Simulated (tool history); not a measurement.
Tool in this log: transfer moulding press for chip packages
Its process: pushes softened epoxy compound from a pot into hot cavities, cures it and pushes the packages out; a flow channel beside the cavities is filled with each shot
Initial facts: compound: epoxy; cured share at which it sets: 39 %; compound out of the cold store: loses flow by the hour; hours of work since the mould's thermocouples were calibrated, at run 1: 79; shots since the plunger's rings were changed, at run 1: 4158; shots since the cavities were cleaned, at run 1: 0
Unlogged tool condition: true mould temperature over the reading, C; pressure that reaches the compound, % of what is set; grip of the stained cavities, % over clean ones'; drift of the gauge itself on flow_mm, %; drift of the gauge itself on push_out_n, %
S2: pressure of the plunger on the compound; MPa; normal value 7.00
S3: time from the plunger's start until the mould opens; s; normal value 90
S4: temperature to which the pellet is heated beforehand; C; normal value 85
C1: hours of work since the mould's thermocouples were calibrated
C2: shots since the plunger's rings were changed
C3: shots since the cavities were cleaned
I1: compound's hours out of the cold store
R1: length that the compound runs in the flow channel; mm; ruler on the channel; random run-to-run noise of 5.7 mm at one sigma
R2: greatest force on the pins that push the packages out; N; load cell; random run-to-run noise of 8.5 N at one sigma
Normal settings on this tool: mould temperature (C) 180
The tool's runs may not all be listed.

run 1 hour=0.0 | mould_temperature_(C)=180 S2=7.00 S3=90 S4=85 | C1=79 C2=4158 C3=0 | I1=9.6 | R1=602 R2=391
run 2 hour=34.2 | mould_temperature_(C)=180 S2=7.00 S3=90 S4=85 | C1=103 C2=4589 C3=431 | I1=37.6 | R1=537 R2=667
-- hour=67.0 cavities cleaned with cleaning compound and waxed
run 3 hour=75.9 | mould_temperature_(C)=180 S2=7.00 S3=90 S4=85 | C1=131 C2=5095 C3=112 | I1=15.3 | R1=573 R2=944
-- hour=130.5 cavities cleaned with cleaning compound and waxed
run 4 hour=133.5 | mould_temperature_(C)=180 S2=7.00 S3=101 S4=85 | C1=170 C2=5802 C3=39 | I1=13.0 | R1=576 R2=361
-- hour=186.6 plunger's sealing rings changed
run 5 hour=189.3 | mould_temperature_(C)=180 S2=7.00 S3=101 S4=85 | C1=207 C2=35 C3=710 | I1=32.4 | R1=592 R2=626
-- hour=198.5 cavities cleaned with cleaning compound and waxed
run 6 hour=237.3 | mould_temperature_(C)=180 S2=7.00 S3=101 S4=85 | C1=239 C2=619 C3=488 | I1=30.8 | R1=589 R2=596
-- hour=244.1 cavities cleaned with cleaning compound and waxed, once more
run 7 hour=290.1 | mould_temperature_(C)=180 S2=7.00 S3=101 S4=85 | C1=275 C2=1265 C3=578 | I1=42.4 | R1=552 R2=586
-- hour=312.4 cavities cleaned with cleaning compound and waxed
run 8 hour=320.0 | mould_temperature_(C)=180 S2=7.00 S3=101 S4=85 | C1=294 C2=1623 C3=96 | I1=9.4 | R1=647 R2=418
-- hour=375.9 cavities cleaned with cleaning compound and waxed
run 9 hour=381.1 | mould_temperature_(C)=180 S2=7.00 S3=101 S4=85 | C1=336 C2=2373 C3=66 | I1=44.2 | R1=529 R2=358
-- hour=439.6 cavities cleaned with cleaning compound and waxed
run 10 hour=441.3 | mould_temperature_(C)=180 S2=7.00 S3=101 S4=85 | C1=376 C2=3111 C3=21 | I1=25.9 | R1=575 R2=326
run 11 hour=485.9 | mould_temperature_(C)=180 S2=7.00 S3=90 S4=85 | C1=407 C2=3673 C3=583 | I1=44.4 | R1=519 R2=686
-- hour=506.0 cavities cleaned with cleaning compound and waxed
run 12 hour=531.6 | mould_temperature_(C)=180 S2=7.00 S3=90 S4=85 | C1=438 C2=4230 C3=323 | I1=34.8 | R1=538 R2=608
-- hour=572.1 cavities cleaned with cleaning compound and waxed
run 13 hour=590.1 | mould_temperature_(C)=180 S2=7.00 S3=90 S4=85 | C1=478 C2=4947 C3=227 | I1=40.5 | R1=506 R2=540
-- hour=624.9 mould's thermocouples calibrated
-- hour=637.2 cavities cleaned with cleaning compound and waxed
run 14 hour=652.6 | mould_temperature_(C)=180 S2=7.00 S3=90 S4=82 | C1=18 C2=5690 C3=194 | I1=11.8 | R1=577 R2=614
run 15 hour=682.5 | mould_temperature_(C)=180 S2=6.86 S3=90 S4=93 | C1=39 C2=6066 C3=570 | I1=24.4 | R1=536 R2=748
-- hour=701.7 cavities cleaned with cleaning compound and waxed
-- hour=719.9 plunger's sealing rings changed
run 16 hour=722.3 | mould_temperature_(C)=178 S2=7.00 S3=110 S4=75 | C1=64 C2=30 C3=228 | I1=13.0 | R1=651 R2=517
-- hour=769.2 cavities cleaned with cleaning compound and waxed
run 17 hour=774.2 | mould_temperature_(C)=177 S2=7.19 S3=94 S4=95 | C1=99 C2=665 C3=64 | I1=20.3 | R1=632 R2=508
run 18 hour=828.9 | mould_temperature_(C)=180 S2=7.00 S3=71 S4=79 | C1=137 C2=1353 C3=752 | I1=40.0 | R1=566 R2=1245
-- hour=834.1 cavities cleaned with cleaning compound and waxed
run 19 hour=857.6 | mould_temperature_(C)=187 S2=6.84 S3=94 S4=77 | C1=156 C2=1695 C3=296 | I1=21.6 | R1=576 R2=463
-- hour=897.1 cavities cleaned with cleaning compound and waxed
run 20 hour=897.1 | mould_temperature_(C)=180 S2=7.69 S3=90 S4=85 | C1=182 C2=2174 C3=0 | I1=11.0 | R1=664 R2=404
run 21 hour=955.1 | mould_temperature_(C)=180 S2=7.69 S3=90 S4=85 | C1=222 C2=2903 C3=729 | I1=18.7 | R1=631 R2=809
-- hour=961.5 cavities cleaned with cleaning compound and waxed
run 22 hour=995.6 | mould_temperature_(C)=180 S2=7.69 S3=90 S4=85 | C1=249 C2=3395 C3=429 | I1=31.1 | R1=583 R2=682
-- hour=1026.2 cavities cleaned with cleaning compound and waxed
run 23 hour=1052.2 | mould_temperature_(C)=182 S2=5.26 S3=114 S4=79 | C1=288 C2=4088 C3=327 | I1=47.9 | R1=435 R2=468
-- hour=1091.6 cavities cleaned with cleaning compound and waxed
run 24 hour=1108.3 | mould_temperature_(C)=182 S2=5.26 S3=114 S4=79 | C1=326 C2=4776 C3=211 | I1=23.8 | R1=495 R2=419
run 25 hour=1141.3 | mould_temperature_(C)=180 S2=7.13 S3=112 S4=85 | C1=348 C2=5190 C3=625 | I1=27.7 | R1=548 R2=564
-- hour=1156.9 cavities cleaned with cleaning compound and waxed
run 26 hour=1203.0 | mould_temperature_(C)=174 S2=7.00 S3=90 S4=94 | C1=390 C2=5949 C3=580 | I1=22.0 | R1=570 R2=1172
-- hour=1220.1 cavities cleaned with cleaning compound and waxed
run 27 hour=1241.2 | mould_temperature_(C)=180 S2=8.27 S3=130 S4=83 | C1=416 C2=6411 C3=265 | I1=27.3 | R1=582 R2=429
-- hour=1249.6 plunger's sealing rings changed
-- hour=1286.7 cavities cleaned with cleaning compound and waxed
run 28 hour=1301.9 | mould_temperature_(C)=178 S2=5.57 S3=130 S4=93 | C1=455 C2=640 C3=192 | I1=27.7 | R1=538 R2=398

3 ways to go on from here, each from the tool as it stands after run 28. What would each give?
run A hour=1346.4 | mould_temperature_(C)=175 S2=5.57 S3=130 S4=93 | C1=486 C2=1200 C3=752 | I1=27.4 | R1=? R2=?
run B hour=1346.4 | mould_temperature_(C)=180 S2=7.00 S3=77 S4=85 | C1=486 C2=1200 C3=752 | I1=23.9 | R1=? R2=?
run C hour=1346.4 | mould_temperature_(C)=180 S2=7.00 S3=90 S4=83 | C1=486 C2=1200 C3=752 | I1=28.8 | R1=? R2=?

run=A R1=543 R2=613
run=B R1=607 R2=1016
run=C R1=577 R2=726
Take away the tool's hidden state, keep each run's random variation, and the runs would have read:
run=A R1=558 R2=300
run=B R1=624 R2=517
run=C R1=594 R2=364
